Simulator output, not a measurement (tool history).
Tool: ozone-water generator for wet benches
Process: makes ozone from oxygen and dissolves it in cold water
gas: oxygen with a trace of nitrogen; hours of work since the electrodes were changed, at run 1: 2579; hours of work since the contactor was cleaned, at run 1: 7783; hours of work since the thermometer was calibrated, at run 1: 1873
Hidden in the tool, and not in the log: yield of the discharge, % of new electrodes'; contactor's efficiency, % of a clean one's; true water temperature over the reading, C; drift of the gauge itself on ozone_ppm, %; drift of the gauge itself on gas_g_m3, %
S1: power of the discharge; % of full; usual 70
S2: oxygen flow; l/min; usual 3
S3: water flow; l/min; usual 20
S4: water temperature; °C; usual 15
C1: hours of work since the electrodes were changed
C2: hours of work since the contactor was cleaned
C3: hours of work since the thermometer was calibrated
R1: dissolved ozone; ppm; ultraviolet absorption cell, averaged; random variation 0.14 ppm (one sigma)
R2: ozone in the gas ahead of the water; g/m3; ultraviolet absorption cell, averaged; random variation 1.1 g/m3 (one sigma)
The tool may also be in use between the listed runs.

run 1 day=0 | S1=70 S2=3 S3=20 S4=15 | C1=2579 C2=7783 C3=1873 | R1=15.5 R2=184.6
run 2 day=4.525 | S1=70 S2=3 S3=20 S4=15 | C1=2667 C2=7871 C3=1961 | R1=15.2 R2=187.1
run 3 day=9.317 | S1=70 S2=3 S3=20 S4=15 | C1=2760 C2=7964 C3=2054 | R1=15.3 R2=186.6
run 4 day=14.6 | S1=70 S2=3 S3=20 S4=15 | C1=2862 C2=8066 C3=2157 | R1=15 R2=185.7
run 5 day=18.242 | S1=70 S2=3 S3=20 S4=15 | C1=2933 C2=8137 C3=2227 | R1=15.4 R2=184.6
run 6 day=23.458 | S1=70 S2=3 S3=20 S4=15 | C1=3034 C2=8238 C3=2329 | R1=15.2 R2=185.2
run 7 day=26.521 | S1=70 S2=3 S3=20 S4=15 | C1=3094 C2=8298 C3=2388 | R1=15.3 R2=184.7
run 8 day=29.279 | S1=70 S2=3 S3=20 S4=15 | C1=3147 C2=8351 C3=2442 | R1=15.2 R2=185.6
run 9 day=35.3 | S1=70 S2=3 S3=20 S4=15 | C1=3264 C2=8468 C3=2559 | R1=14.8 R2=184.6
run 10 day=40.017 | S1=70 S2=3 S3=20 S4=15 | C1=3356 C2=8560 C3=2650 | R1=15 R2=185.7
run 11 day=45.758 | S1=70 S2=3 S3=20 S4=15 | C1=3467 C2=8671 C3=2762 | R1=15 R2=186.4
-- day=46.238 water thermometer calibrated
run 12 day=51.15 | S1=70 S2=3 S3=29 S4=15 | C1=3571 C2=8775 C3=95 | R1=10.8 R2=184.6
run 13 day=54.433 | S1=70 S2=3 S3=29 S4=15 | C1=3635 C2=8839 C3=159 | R1=10.7 R2=184.4
run 14 day=57.417 | S1=59 S2=3 S3=24 S4=15 | C1=3693 C2=8897 C3=217 | R1=11.6 R2=166.1
run 15 day=63.208 | S1=59 S2=3 S3=24 S4=9 | C1=3805 C2=9009 C3=329 | R1=12.2 R2=165.8
-- day=65.117 water thermometer calibrated, once more
run 16 day=65.883 | S1=70 S2=3 S3=18 S4=18 | C1=3857 C2=9061 C3=15 | R1=15.9 R2=183.2
run 17 day=69.092 | S1=70 S2=1.85 S3=25 S4=15 | C1=3919 C2=9123 C3=77 | R1=11.9 R2=251.6
run 18 day=72.812 | S1=70 S2=1.85 S3=25 S4=15 | C1=3992 C2=9196 C3=149 | R1=11.7 R2=252.8
run 19 day=77.454 | S1=70 S2=1.85 S3=25 S4=15 | C1=4082 C2=9286 C3=240 | R1=11.7 R2=250.8
run 20 day=80.467 | S1=70 S2=1.85 S3=25 S4=15 | C1=4140 C2=9344 C3=298 | R1=11.8 R2=252.3
run 21 day=86.429 | S1=70 S2=3 S3=20 S4=15 | C1=4256 C2=9460 C3=414 | R1=15 R2=181.3
run 22 day=89.346 | S1=80 S2=3.57 S3=13 S4=8 | C1=4313 C2=9517 C3=470 | R1=24.5 R2=175.5
run 23 day=94.017 | S1=70 S2=1.52 S3=14 S4=15 | C1=4403 C2=9607 C3=561 | R1=19.4 R2=286.5
run 24 day=96.746 | S1=70 S2=4.88 S3=24 S4=17 | C1=4456 C2=9660 C3=614 | R1=12.7 R2=133.1
run 25 day=99.867 | S1=70 S2=4.88 S3=24 S4=17 | C1=4517 C2=9721 C3=675 | R1=12.8 R2=131.4

Forecast each of these 3 alternatives for the next run:
run A day=104.296 | S1=70 S2=4.88 S3=24 S4=16 | C1=4603 C2=9807 C3=761 | R1=? R2=?
run B day=104.296 | S1=70 S2=5.13 S3=20 S4=17 | C1=4603 C2=9807 C3=761 | R1=? R2=?
run C day=104.296 | S1=41 S2=4.88 S3=14 S4=15 | C1=4603 C2=9807 C3=761 | R1=? R2=?

run=A R1=12.5 R2=130
run=B R1=14 R2=126.5
run=C R1=13.8 R2=96.9
Without the tool's hidden state the same runs would have given:
run=A R1=13.6 R2=138.1
run=B R1=15.3 R2=134.2
run=C R1=14.8 R2=100.9
